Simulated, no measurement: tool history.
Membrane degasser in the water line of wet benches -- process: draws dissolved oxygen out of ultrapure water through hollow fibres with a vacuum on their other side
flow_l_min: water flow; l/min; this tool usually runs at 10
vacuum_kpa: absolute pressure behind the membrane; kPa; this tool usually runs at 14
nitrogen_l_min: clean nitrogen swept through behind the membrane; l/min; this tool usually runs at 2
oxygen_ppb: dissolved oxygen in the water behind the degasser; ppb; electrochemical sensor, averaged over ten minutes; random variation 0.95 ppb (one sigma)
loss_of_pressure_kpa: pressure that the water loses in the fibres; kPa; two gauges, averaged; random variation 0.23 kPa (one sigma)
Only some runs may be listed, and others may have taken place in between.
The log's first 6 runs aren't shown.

run    hour  flow_l_min  vacuum_kpa  nitrogen_l_min  oxygen_ppb  loss_of_pressure_kpa
  7     924          13          14               2       169.1                 73.19
  8  1055.4          13          14               2         171                 73.48
     1296.4  -- vacuum gauge calibrated
  9  1296.4          10        24.5               2       254.6                 56.74
 10  1511.2          10        24.5               2       254.1                  57.1
 11  1716.8          10        24.5               2       255.2                 56.28
 12  1844.8          10          14               2       132.8                 56.48
 13  2037.5          10          14               2       131.2                 56.26
 14  2158.4           6          14               2        81.4                 33.82
 15  2336.6           6          14               2        80.1                 33.51
 16  2495.1           6          14               2        80.9                  34.1
 17    2728           8        25.7            1.23       343.6                  44.7
 18  2843.3           8        25.7            1.23       341.9                 44.99
 19  2957.1           9        26.2            3.04       166.8                 50.58
 20  3164.1           9        26.2            3.04       167.9                 50.32
 21    3266           9        26.2            3.04       167.7                 50.49
 22  3456.5          10        32.5            3.37         213                 56.04
 23  3560.2          10          14            1.17         215                 55.84
 24  3674.7          10        24.6               2       258.3                 56.16
 25  3895.2          10          10            2.57        67.1                 56.03
 26  4118.8          10          10            2.57        67.9                 56.32
 27  4294.7          14        25.8            1.76       418.9                 78.43
 28  4437.7          14        17.5            1.76         271                 78.47
 29  4620.5          14        17.5            1.76       268.4                 78.05
 30  4789.4          10          14            1.34       191.2                 55.49
 31  4949.3          10        21.3            1.37       307.9                 55.65

3 options for the next run, each taken on its own from the tool as it stands now. Forecast them:
  A  5149.9          10          14            2.26           ?                     ?
  B  5149.9           7        21.3            1.91           ?                     ?
  C  5149.9          15        33.7            2.63           ?                     ?

run  oxygen_ppb  loss_of_pressure_kpa
  A         118                 55.82
  B       160.9                 38.89
  C       407.4                 83.43
Without the tool's hidden state the same runs would have given:
run  oxygen_ppb  loss_of_pressure_kpa
  A       117.9                 56.76
  B       160.8                 39.54
  C       407.2                 84.83

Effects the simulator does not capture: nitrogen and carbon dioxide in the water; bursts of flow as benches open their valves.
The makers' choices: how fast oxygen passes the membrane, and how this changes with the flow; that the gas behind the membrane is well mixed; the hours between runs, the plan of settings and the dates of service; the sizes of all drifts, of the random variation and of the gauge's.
